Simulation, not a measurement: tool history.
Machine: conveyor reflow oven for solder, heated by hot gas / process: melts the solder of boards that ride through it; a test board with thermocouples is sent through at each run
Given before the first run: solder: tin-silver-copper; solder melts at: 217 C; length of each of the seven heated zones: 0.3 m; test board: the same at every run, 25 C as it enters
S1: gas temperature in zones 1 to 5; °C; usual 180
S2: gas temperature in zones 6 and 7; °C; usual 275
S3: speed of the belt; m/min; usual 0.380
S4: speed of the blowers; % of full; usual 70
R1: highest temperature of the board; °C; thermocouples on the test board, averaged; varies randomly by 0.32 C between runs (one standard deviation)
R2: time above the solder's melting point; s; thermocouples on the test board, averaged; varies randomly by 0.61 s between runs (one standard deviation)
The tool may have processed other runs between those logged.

Run 1, hour 0.0: usual settings. Result: R1 260.0 °C, R2 80.9 s.
Run 2, hour 27.9: usual settings but S4 52 % of full. Result: R1 255.6 °C, R2 76.7 s.
Run 3, hour 48.0: usual settings but S3 0.359 m/min. Result: R1 261.5 °C, R2 86.8 s.
Run 4, hour 62.4: usual settings but S3 0.359 m/min. Result: R1 262.1 °C, R2 86.5 s.
Run 5, hour 89.8: usual settings. Result: R1 260.4 °C, R2 81.3 s.
Run 6, hour 108.4: usual settings. Result: R1 260.0 °C, R2 80.7 s.
Run 7, hour 123.8: usual settings but S2 286 °C. Result: R1 269.7 °C, R2 87.8 s.
Run 8, hour 153.8: usual settings but S4 58 % of full. Result: R1 257.0 °C, R2 78.3 s.
At hour 188.6: flux residue cleaned out of gas plates and filters.
Run 9, hour 190.2: usual settings but S4 58 % of full. Result: R1 259.4 °C, R2 79.1 s.
Run 10, hour 220.8: usual settings but S4 58 % of full. Result: R1 258.4 °C, R2 78.4 s.
Run 11, hour 246.6: usual settings but S4 58 % of full. Result: R1 258.0 °C, R2 78.7 s.
Run 12, hour 265.1: usual settings but S2 264 °C. Result: R1 251.4 °C, R2 74.2 s.
Run 13, hour 282.2: usual settings but S2 266 °C, S3 0.336 m/min. Result: R1 256.7 °C, R2 89.7 s.
Run 14, hour 296.8: usual settings but S1 169 °C, S2 273 °C, S3 0.409 m/min. Result: R1 255.5 °C, R2 67.4 s.
Run 15, hour 325.5: usual settings but S1 169 °C, S2 273 °C, S3 0.409 m/min. Result: R1 255.6 °C, R2 66.7 s.
Run 16, hour 342.6: usual settings but S1 169 °C, S2 281 °C, S3 0.409 m/min, S4 62 % of full. Result: R1 259.3 °C, R2 69.5 s.
Run 17, hour 366.3: usual settings but S1 169 °C, S2 281 °C, S3 0.409 m/min, S4 62 % of full. Result: R1 260.0 °C, R2 69.7 s.
Run 18, hour 392.5: usual settings but S1 165 °C, S3 0.344 m/min. Result: R1 261.5 °C, R2 85.3 s.
Run 19, hour 414.3: usual settings but S1 181 °C, S4 64 % of full. Result: R1 260.0 °C, R2 81.1 s.
Run 20, hour 436.5: usual settings but S1 181 °C, S4 64 % of full. Result: R1 259.7 °C, R2 81.9 s.
Run 21, hour 464.4: usual settings but S1 187 °C, S3 0.317 m/min, S4 64 % of full. Result: R1 265.9 °C, R2 105.4 s.
Run 22, hour 479.2: usual settings but S1 187 °C, S3 0.324 m/min, S4 60 % of full. Result: R1 264.6 °C, R2 102.3 s.
Run 23, hour 503.6: usual settings but S3 0.381 m/min. Result: R1 260.9 °C, R2 80.8 s.

Results per run with the tool's hidden condition removed, run-to-run variation unchanged:
Hidden conditions of the tool in this case: heat that the gas passes to the board, % of a clean oven's; belt's true speed, % of the reading; true gas temperature in zones 6 and 7 over the reading, C; drift of the gauge itself on peak_c, C; drift of the gauge itself on liquid_s, %.
run     R1     R2
  1  259.7   80.1
  2  255.3   75.9
  3  261.2   85.9
  4  261.9   85.6
  5  260.3   80.5
  6  259.8   80.0
  7  269.7   86.9
  8  256.9   77.6
  9  258.2   77.2
 10  257.2   76.5
 11  256.8   76.8
 12  250.3   72.3
 13  255.6   87.7
 14  254.4   65.6
 15  254.6   65.0
 16  258.2   67.8
 17  259.0   68.0
 18  260.5   83.4
 19  259.0   79.3
 20  258.7   80.0
 21  264.9  103.2
 22  263.6  100.2
 23  260.0   79.0

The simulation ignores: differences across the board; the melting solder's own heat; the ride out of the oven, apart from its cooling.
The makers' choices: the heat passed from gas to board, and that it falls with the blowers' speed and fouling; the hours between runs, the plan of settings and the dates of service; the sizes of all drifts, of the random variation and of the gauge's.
